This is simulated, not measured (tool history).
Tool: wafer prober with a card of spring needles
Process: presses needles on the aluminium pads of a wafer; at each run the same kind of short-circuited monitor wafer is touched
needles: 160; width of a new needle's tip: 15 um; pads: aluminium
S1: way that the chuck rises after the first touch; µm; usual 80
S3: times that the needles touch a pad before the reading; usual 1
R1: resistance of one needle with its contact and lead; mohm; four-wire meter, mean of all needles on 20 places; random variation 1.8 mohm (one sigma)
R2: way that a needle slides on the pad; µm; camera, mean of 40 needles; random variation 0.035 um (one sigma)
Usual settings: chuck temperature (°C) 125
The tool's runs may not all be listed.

{"run": 1, "day": 0.0, "S1": 80, "chuck temperature (°C)": 125, "S3": 1, "R1": 201, "R2": 10.37}
{"day": 0.079, "done": "tips cleaned on abrasive film"}
{"day": 0.271, "done": "tips cleaned on abrasive film"}
{"day": 0.467, "done": "tips cleaned on abrasive film"}
{"day": 0.621, "done": "tips cleaned on abrasive film"}
{"run": 2, "day": 0.671, "S1": 80, "chuck temperature (°C)": 125, "S3": 1, "R1": 198, "R2": 10.39}
{"day": 0.792, "done": "tips cleaned on abrasive film"}
{"day": 0.983, "done": "tips cleaned on abrasive film"}
{"day": 1.175, "done": "tips cleaned on abrasive film"}
{"day": 1.371, "done": "tips cleaned on abrasive film"}
{"day": 1.562, "done": "tips cleaned on abrasive film"}
{"day": 1.754, "done": "tips cleaned on abrasive film"}
{"run": 3, "day": 1.767, "S1": 80, "chuck temperature (°C)": 125, "S3": 1, "R1": 196, "R2": 10.25}
{"day": 1.921, "done": "tips cleaned on abrasive film"}
{"day": 2.112, "done": "tips cleaned on abrasive film"}
{"day": 2.271, "done": "tips cleaned on abrasive film"}
{"run": 4, "day": 2.354, "S1": 80, "chuck temperature (°C)": 125, "S3": 1, "R1": 203, "R2": 10.32}
{"day": 2.438, "done": "tips cleaned on abrasive film"}
{"day": 2.629, "done": "tips cleaned on abrasive film"}
{"day": 2.821, "done": "tips cleaned on abrasive film"}
{"day": 3.017, "done": "tips cleaned on abrasive film"}
{"day": 3.208, "done": "tips cleaned on abrasive film"}
{"day": 3.375, "done": "tips cleaned on abrasive film"}
{"run": 5, "day": 3.375, "S1": 80, "chuck temperature (°C)": 125, "S3": 1, "R1": 194, "R2": 10.29}
{"day": 3.529, "done": "tips cleaned on abrasive film"}
{"day": 3.725, "done": "tips cleaned on abrasive film"}
{"day": 3.917, "done": "tips cleaned on abrasive film"}
{"run": 6, "day": 4.042, "S1": 80, "chuck temperature (°C)": 125, "S3": 2, "R1": 202, "R2": 10.16}
{"day": 4.083, "done": "tips cleaned on abrasive film"}
{"day": 4.238, "done": "tips cleaned on abrasive film"}
{"day": 4.392, "done": "tips cleaned on abrasive film"}
{"day": 4.588, "done": "tips cleaned on abrasive film"}
{"run": 7, "day": 4.642, "S1": 87, "chuck temperature (°C)": 125, "S3": 2, "R1": 197, "R2": 11.08}
{"day": 4.758, "done": "tips cleaned on abrasive film"}
{"day": 4.912, "done": "tips cleaned on abrasive film"}
{"day": 5.108, "done": "tips cleaned on abrasive film"}
{"day": 5.262, "done": "tips cleaned on abrasive film"}
{"day": 5.454, "done": "tips cleaned on abrasive film"}
{"day": 5.612, "done": "tips cleaned on abrasive film"}
{"run": 8, "day": 5.671, "S1": 87, "chuck temperature (°C)": 125, "S3": 2, "R1": 193, "R2": 11.07}
{"day": 5.792, "done": "tips cleaned on abrasive film"}
{"day": 5.983, "done": "tips cleaned on abrasive film"}
{"day": 6.138, "done": "tips cleaned on abrasive film"}
{"day": 6.333, "done": "tips cleaned on abrasive film"}
{"day": 6.525, "done": "tips cleaned on abrasive film"}
{"day": 6.679, "done": "tips cleaned on abrasive film"}
{"run": 9, "day": 6.704, "S1": 87, "chuck temperature (°C)": 125, "S3": 2, "R1": 195, "R2": 11.02}
{"day": 6.858, "done": "tips cleaned on abrasive film"}
{"day": 7.05, "done": "tips cleaned on abrasive film"}
{"day": 7.062, "done": "height of the first contact set anew"}
{"day": 7.258, "done": "tips cleaned on abrasive film"}
{"day": 7.421, "done": "tips cleaned on abrasive film"}
{"run": 10, "day": 7.421, "S1": 70, "chuck temperature (°C)": 125, "S3": 1, "R1": 197, "R2": 8.56}
{"day": 7.612, "done": "tips cleaned on abrasive film"}
{"day": 7.767, "done": "tips cleaned on abrasive film"}
{"day": 7.962, "done": "tips cleaned on abrasive film"}
{"day": 8.154, "done": "tips cleaned on abrasive film"}
{"day": 8.346, "done": "tips cleaned on abrasive film"}
{"run": 11, "day": 8.417, "S1": 70, "chuck temperature (°C)": 77, "S3": 1, "R1": 203, "R2": 8.53}
{"day": 8.533, "done": "tips cleaned on abrasive film"}
{"day": 8.725, "done": "tips cleaned on abrasive film"}
{"day": 8.883, "done": "tips cleaned on abrasive film"}
{"day": 9.075, "done": "tips cleaned on abrasive film"}
{"day": 9.229, "done": "tips cleaned on abrasive film"}
{"run": 12, "day": 9.262, "S1": 70, "chuck temperature (°C)": 77, "S3": 1, "R1": 198, "R2": 8.54}
{"day": 9.417, "done": "tips cleaned on abrasive film"}
{"day": 9.608, "done": "tips cleaned on abrasive film"}
{"day": 9.762, "done": "tips cleaned on abrasive film"}
{"day": 9.929, "done": "height of the first contact set anew, once more"}
{"day": 9.971, "done": "tips cleaned on abrasive film"}
{"day": 10.138, "done": "tips cleaned on abrasive film"}
{"run": 13, "day": 10.138, "S1": 80, "chuck temperature (°C)": 125, "S3": 1, "R1": 194, "R2": 10.52}
{"day": 10.329, "done": "tips cleaned on abrasive film"}
{"day": 10.521, "done": "tips cleaned on abrasive film"}
{"day": 10.717, "done": "tips cleaned on abrasive film"}
{"run": 14, "day": 10.8, "S1": 73, "chuck temperature (°C)": 125, "S3": 3, "R1": 198, "R2": 9.45}
{"day": 10.879, "done": "tips cleaned on abrasive film"}
{"day": 11.033, "done": "tips cleaned on abrasive film"}
{"day": 11.192, "done": "tips cleaned on abrasive film"}
{"day": 11.383, "done": "tips cleaned on abrasive film"}
{"day": 11.538, "done": "tips cleaned on abrasive film"}
{"run": 15, "day": 11.538, "S1": 64, "chuck temperature (°C)": 85, "S3": 1, "R1": 194, "R2": 8.25}
{"day": 11.696, "done": "tips cleaned on abrasive film"}
{"day": 11.888, "done": "tips cleaned on abrasive film"}
{"day": 12.079, "done": "tips cleaned on abrasive film"}
{"day": 12.275, "done": "tips cleaned on abrasive film"}
{"day": 12.467, "done": "tips cleaned on abrasive film"}
{"run": 16, "day": 12.558, "S1": 88, "chuck temperature (°C)": 46, "S3": 2, "R1": 183, "R2": 11.37}
{"day": 12.638, "done": "tips cleaned on abrasive film"}
{"day": 12.792, "done": "tips cleaned on abrasive film"}
{"day": 12.988, "done": "tips cleaned on abrasive film"}
{"day": 13.142, "done": "tips cleaned on abrasive film"}
{"day": 13.333, "done": "tips cleaned on abrasive film"}
{"run": 17, "day": 13.342, "S1": 88, "chuck temperature (°C)": 46, "S3": 2, "R1": 179, "R2": 11.34}
{"day": 13.496, "done": "tips cleaned on abrasive film"}
{"day": 13.692, "done": "tips cleaned on abrasive film"}
{"run": 18, "day": 13.792, "S1": 80, "chuck temperature (°C)": 125, "S3": 1, "R1": 203, "R2": 10.3}
{"day": 13.871, "done": "tips cleaned on abrasive film"}
{"day": 14.025, "done": "tips cleaned on abrasive film"}
{"day": 14.217, "done": "tips cleaned on abrasive film"}
{"run": 19, "day": 14.279, "S1": 83, "chuck temperature (°C)": 40, "S3": 2, "R1": 182, "R2": 10.71}
{"day": 14.4, "done": "tips cleaned on abrasive film"}
{"day": 14.592, "done": "tips cleaned on abrasive film"}
{"day": 14.783, "done": "tips cleaned on abrasive film"}
{"day": 14.938, "done": "tips cleaned on abrasive film"}
{"day": 15.133, "done": "tips cleaned on abrasive film"}
{"run": 20, "day": 15.271, "S1": 83, "chuck temperature (°C)": 40, "S3": 2, "R1": 187, "R2": 10.65}
{"day": 15.312, "done": "tips cleaned on abrasive film"}
{"day": 15.467, "done": "tips cleaned on abrasive film"}
{"day": 15.658, "done": "tips cleaned on abrasive film"}
{"day": 15.817, "done": "tips cleaned on abrasive film"}
{"day": 16.008, "done": "tips cleaned on abrasive film"}
{"day": 16.2, "done": "tips cleaned on abrasive film"}
{"run": 21, "day": 16.342, "S1": 78, "chuck temperature (°C)": 39, "S3": 1, "R1": 198, "R2": 9.98}
{"day": 16.383, "done": "tips cleaned on abrasive film"}
{"day": 16.579, "done": "tips cleaned on abrasive film"}
{"day": 16.771, "done": "tips cleaned on abrasive film"}
{"day": 16.925, "done": "tips cleaned on abrasive film"}
{"run": 22, "day": 17.021, "S1": 78, "chuck temperature (°C)": 113, "S3": 2, "R1": 199, "R2": 9.94}
{"day": 17.1, "done": "tips cleaned on abrasive film"}
{"day": 17.292, "done": "tips cleaned on abrasive film"}
{"day": 17.446, "done": "tips cleaned on abrasive film"}
{"day": 17.642, "done": "tips cleaned on abrasive film"}
{"day": 17.833, "done": "tips cleaned on abrasive film"}
{"day": 17.988, "done": "tips cleaned on abrasive film"}
{"run": 23, "day": 17.992, "S1": 78, "chuck temperature (°C)": 113, "S3": 2, "R1": 195, "R2": 9.9}
{"day": 18.146, "done": "tips cleaned on abrasive film"}
{"day": 18.342, "done": "tips cleaned on abrasive film"}
{"day": 18.496, "done": "tips cleaned on abrasive film"}
{"run": 24, "day": 18.562, "S1": 78, "chuck temperature (°C)": 113, "S3": 2, "R1": 201, "R2": 9.82}
{"day": 18.679, "done": "tips cleaned on abrasive film"}
{"day": 18.838, "done": "tips cleaned on abrasive film"}
{"day": 19.029, "done": "tips cleaned on abrasive film"}
{"day": 19.221, "done": "tips cleaned on abrasive film"}
{"run": 25, "day": 19.362, "S1": 78, "chuck temperature (°C)": 26, "S3": 2, "R1": 186, "R2": 9.79}

Some steps in R1 between neighbouring runs. How much of each would the tool show without its hidden state too (settings, what came in, random variation), and how much is left for the hidden state, with any gauge scatter that isn't in both results?
The hidden state here: debris on the tips, nm; way that the needles fall short of the set height, um; tips' diameter, um; drift of the gauge itself on contact_mohm, %; drift of the gauge itself on scrub_um, %.
Run 4 -> 5: tips cleaned on abrasive film, tips cleaned on abrasive film, tips cleaned on abrasive film, tips cleaned on abrasive film, tips cleaned on abrasive film, tips cleaned on abrasive film. R1 -9 mohm: hidden state -12, all else +3.
Run 10 -> 11: chuck temperature (°C) 125 -> 77, tips cleaned on abrasive film, tips cleaned on abrasive film, tips cleaned on abrasive film, tips cleaned on abrasive film, tips cleaned on abrasive film. R1 +6 mohm: hidden state +12, all else -6.
Run 17 -> 18: S1 88 -> 80, chuck temperature (°C) 46 -> 125, S3 2 -> 1, tips cleaned on abrasive film, tips cleaned on abrasive film. R1 +24 mohm: hidden state +10, all else +14.
Run 18 -> 19: S1 80 -> 83, chuck temperature (°C) 125 -> 40, S3 1 -> 2, tips cleaned on abrasive film, tips cleaned on abrasive film, tips cleaned on abrasive film. R1 -21 mohm: hidden state -5, all else -16.
